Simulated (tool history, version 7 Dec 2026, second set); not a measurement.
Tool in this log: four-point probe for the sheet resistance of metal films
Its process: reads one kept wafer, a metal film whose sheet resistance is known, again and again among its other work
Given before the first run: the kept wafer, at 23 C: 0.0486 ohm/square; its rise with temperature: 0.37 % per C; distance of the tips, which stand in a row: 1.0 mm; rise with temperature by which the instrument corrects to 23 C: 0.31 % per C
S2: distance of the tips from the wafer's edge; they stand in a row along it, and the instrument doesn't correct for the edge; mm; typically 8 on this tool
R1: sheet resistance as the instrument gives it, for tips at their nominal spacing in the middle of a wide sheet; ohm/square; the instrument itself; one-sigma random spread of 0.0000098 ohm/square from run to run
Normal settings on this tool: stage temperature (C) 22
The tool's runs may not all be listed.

{"run": 1, "hour": 0.0, "stage temperature (C)": 22, "S2": 8, "R1": 0.048736}
{"run": 2, "hour": 73.1, "stage temperature (C)": 22, "S2": 8, "R1": 0.04869}
{"run": 3, "hour": 135.6, "stage temperature (C)": 22, "S2": 70, "R1": 0.048257}
{"run": 4, "hour": 213.3, "stage temperature (C)": 22, "S2": 8, "R1": 0.048606}
{"run": 5, "hour": 253.5, "stage temperature (C)": 22, "S2": 18, "R1": 0.048274}
{"run": 6, "hour": 339.5, "stage temperature (C)": 22, "S2": 39, "R1": 0.048171}
{"run": 7, "hour": 420.0, "stage temperature (C)": 22, "S2": 39, "R1": 0.048125}
{"run": 8, "hour": 493.5, "stage temperature (C)": 33, "S2": 8, "R1": 0.048769}
{"run": 9, "hour": 555.0, "stage temperature (C)": 33, "S2": 8, "R1": 0.048736}
{"run": 10, "hour": 641.0, "stage temperature (C)": 33, "S2": 8, "R1": 0.048687}
{"hour": 724.6, "done": "new probe head fitted"}
{"run": 11, "hour": 724.6, "stage temperature (C)": 22, "S2": 7, "R1": 0.049252}
{"run": 12, "hour": 795.3, "stage temperature (C)": 18, "S2": 7, "R1": 0.049084}
{"run": 13, "hour": 865.8, "stage temperature (C)": 18, "S2": 7, "R1": 0.049069}
{"run": 14, "hour": 907.9, "stage temperature (C)": 18, "S2": 14, "R1": 0.048637}
{"run": 15, "hour": 957.4, "stage temperature (C)": 29, "S2": 8, "R1": 0.049167}
{"run": 16, "hour": 1023.5, "stage temperature (C)": 22, "S2": 8, "R1": 0.048957}
{"run": 17, "hour": 1101.0, "stage temperature (C)": 24, "S2": 8, "R1": 0.048982}
{"run": 18, "hour": 1178.9, "stage temperature (C)": 22, "S2": 27, "R1": 0.048522}
{"run": 19, "hour": 1263.3, "stage temperature (C)": 22, "S2": 27, "R1": 0.048475}
{"run": 20, "hour": 1326.8, "stage temperature (C)": 22, "S2": 27, "R1": 0.048471}
{"run": 21, "hour": 1400.3, "stage temperature (C)": 22, "S2": 27, "R1": 0.04841}
{"run": 22, "hour": 1442.9, "stage temperature (C)": 22, "S2": 27, "R1": 0.048407}
{"run": 23, "hour": 1528.1, "stage temperature (C)": 22, "S2": 27, "R1": 0.048366}
{"run": 24, "hour": 1593.2, "stage temperature (C)": 24, "S2": 3, "R1": 0.051062}
{"run": 25, "hour": 1677.8, "stage temperature (C)": 30, "S2": 7, "R1": 0.048982}
{"run": 26, "hour": 1722.9, "stage temperature (C)": 30, "S2": 7, "R1": 0.048958}
{"hour": 1764.2, "done": "stage's thermometer calibrated"}
{"run": 27, "hour": 1796.0, "stage temperature (C)": 30, "S2": 7, "R1": 0.048898}
{"hour": 1835.1, "done": "new probe head fitted"}
{"run": 28, "hour": 1851.0, "stage temperature (C)": 30, "S2": 7, "R1": 0.049367}
{"run": 29, "hour": 1903.1, "stage temperature (C)": 30, "S2": 8, "R1": 0.049211}
{"run": 30, "hour": 1980.3, "stage temperature (C)": 20, "S2": 27, "R1": 0.048532}
{"run": 31, "hour": 2047.7, "stage temperature (C)": 20, "S2": 27, "R1": 0.048488}
{"run": 32, "hour": 2095.0, "stage temperature (C)": 20, "S2": 27, "R1": 0.048454}
{"run": 33, "hour": 2172.5, "stage temperature (C)": 34, "S2": 10, "R1": 0.049032}
{"run": 34, "hour": 2250.0, "stage temperature (C)": 26, "S2": 52, "R1": 0.048529}
{"run": 35, "hour": 2324.1, "stage temperature (C)": 19, "S2": 64, "R1": 0.048293}
{"run": 36, "hour": 2370.2, "stage temperature (C)": 20, "S2": 17, "R1": 0.048408}
{"run": 37, "hour": 2446.2, "stage temperature (C)": 20, "S2": 14, "R1": 0.048396}
{"run": 38, "hour": 2494.0, "stage temperature (C)": 32, "S2": 3, "R1": 0.051296}
{"run": 39, "hour": 2573.5, "stage temperature (C)": 32, "S2": 3, "R1": 0.051252}
{"run": 40, "hour": 2663.8, "stage temperature (C)": 28, "S2": 4, "R1": 0.049966}
{"run": 41, "hour": 2706.3, "stage temperature (C)": 27, "S2": 15, "R1": 0.048433}
{"run": 42, "hour": 2767.9, "stage temperature (C)": 22, "S2": 68, "R1": 0.048171}
{"run": 43, "hour": 2810.5, "stage temperature (C)": 21, "S2": 36, "R1": 0.048136}
{"run": 44, "hour": 2852.8, "stage temperature (C)": 21, "S2": 36, "R1": 0.048124}

Consider 3 possible next runs. They are alternatives, not a sequence: every one starts from the tool as it was left by run 44. What does each give?
{"hour": 2943.4, "done": "new probe head fitted"}
{"run": "A", "hour": 2943.7, "stage temperature (C)": 27, "S2": 8, "R1": "?"}
{"hour": 2943.4, "done": "new probe head fitted"}
{"run": "B", "hour": 2943.7, "stage temperature (C)": 20, "S2": 36, "R1": "?"}
{"hour": 2943.4, "done": "new probe head fitted"}
{"run": "C", "hour": 2943.7, "stage temperature (C)": 21, "S2": 15, "R1": "?"}

run=A R1=0.049085
run=B R1=0.048514
run=C R1=0.048643
What these runs would have given with no unlogged condition in the tool:
run=A R1=0.049111
run=B R1=0.048539
run=C R1=0.048668

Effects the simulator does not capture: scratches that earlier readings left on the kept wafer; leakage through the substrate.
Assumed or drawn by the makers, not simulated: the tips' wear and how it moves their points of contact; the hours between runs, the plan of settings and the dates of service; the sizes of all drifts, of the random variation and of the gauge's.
